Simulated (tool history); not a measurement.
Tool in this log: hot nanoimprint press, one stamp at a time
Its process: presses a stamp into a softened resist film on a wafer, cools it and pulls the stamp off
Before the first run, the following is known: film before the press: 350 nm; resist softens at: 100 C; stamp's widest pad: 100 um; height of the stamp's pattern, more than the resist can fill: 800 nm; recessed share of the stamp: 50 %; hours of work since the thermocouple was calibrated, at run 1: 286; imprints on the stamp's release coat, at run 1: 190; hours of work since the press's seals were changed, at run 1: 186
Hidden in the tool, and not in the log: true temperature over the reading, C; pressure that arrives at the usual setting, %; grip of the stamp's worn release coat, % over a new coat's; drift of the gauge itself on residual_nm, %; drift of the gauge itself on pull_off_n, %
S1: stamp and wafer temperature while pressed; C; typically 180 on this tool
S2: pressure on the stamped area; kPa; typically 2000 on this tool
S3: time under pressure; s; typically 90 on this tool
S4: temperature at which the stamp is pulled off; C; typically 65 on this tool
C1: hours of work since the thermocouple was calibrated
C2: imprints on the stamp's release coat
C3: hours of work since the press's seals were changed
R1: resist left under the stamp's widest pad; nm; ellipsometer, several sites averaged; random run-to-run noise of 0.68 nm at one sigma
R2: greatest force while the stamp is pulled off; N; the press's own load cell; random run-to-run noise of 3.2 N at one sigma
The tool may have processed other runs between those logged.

run	hour	S1	S2	S3	S4	C1	C2	C3	R1	R2
1	0.0	180	2000	90	65	286	190	186	161.3	213
2	13.4	180	2000	90	65	291	220	192	160.7	221
3	27.2	180	2000	62	65	297	251	198	182.8	223
4	36.9	180	2000	62	65	301	272	202	183.2	219
5	43.3	180	2000	96	65	304	286	205	156.6	218
6	49.4	180	1900	90	65	307	300	208	164.3	222
7	55.2	180	1900	62	65	309	312	210	188.0	228
8	66.9	180	2000	90	65	314	338	215	160.5	221
9	74.1	180	2000	101	65	317	354	218	153.9	218
10	87.7	180	2000	90	65	323	384	224	160.0	221
11	100.0	180	2000	90	65	328	412	229	160.0	223
12	112.5	180	2000	90	65	334	439	235	160.7	224
13	125.5	180	2000	90	65	339	468	240	160.2	228
14	133.8	180	2000	90	65	343	486	244	159.6	228
15	144.3	180	2000	115	65	347	509	248	145.4	231
16	153.0	174	1410	90	65	351	529	252	210.5	231
17	164.3	183	1800	90	56	356	554	257	156.4	257
18	174.2	180	2000	77	65	360	576	261	169.8	233
19	185.4	180	2000	77	65	365	600	266	169.3	232
# hour 189.1: plate thermocouple calibrated
20	200.1	180	2000	95	63	5	626	271	154.4	237
21	207.7	186	1720	144	72	8	643	274	120.8	213
22	219.0	169	1720	144	64	13	668	279	187.9	237
23	231.5	187	2000	90	51	18	696	284	133.4	286
# hour 244.1: stamp cleaned and given a new release coat
# hour 248.4: plate thermocouple calibrated, once more
24	250.3	187	2000	90	51	1	7	289	140.5	266
25	259.0	187	2120	109	67	5	27	292	126.5	209
26	268.5	187	2120	109	67	9	48	296	126.4	211
27	282.9	187	2120	109	65	15	80	303	126.1	210
28	291.4	174	1860	141	65	18	98	306	168.4	219
29	297.5	173	2000	126	52	21	112	309	174.1	260

For each run, the measured value with the value that run would have given without the tool's hidden condition subtracted. The run-to-run variation is shared by both, the gauge scatter possibly not:
run	R1	R2
1	-5.3	+3
2	-5.3	+5
3	-5.7	+6
4	-5.8	+7
5	-5.4	+7
6	-5.6	+8
7	-6.0	+9
8	-5.7	+9
9	-5.6	+10
10	-5.8	+11
11	-5.9	+12
12	-6.0	+13
13	-6.1	+15
14	-6.1	+15
15	-5.8	+16
16	-7.5	+17
17	-6.0	+21
18	-6.6	+18
19	-6.6	+19
20	-7.9	+20
21	-6.2	+18
22	-10.4	+22
23	-6.7	+28
24	+0.0	+0
25	+0.0	+0
26	-0.1	+1
27	-0.1	+3
28	-0.5	+4
29	-0.5	+6
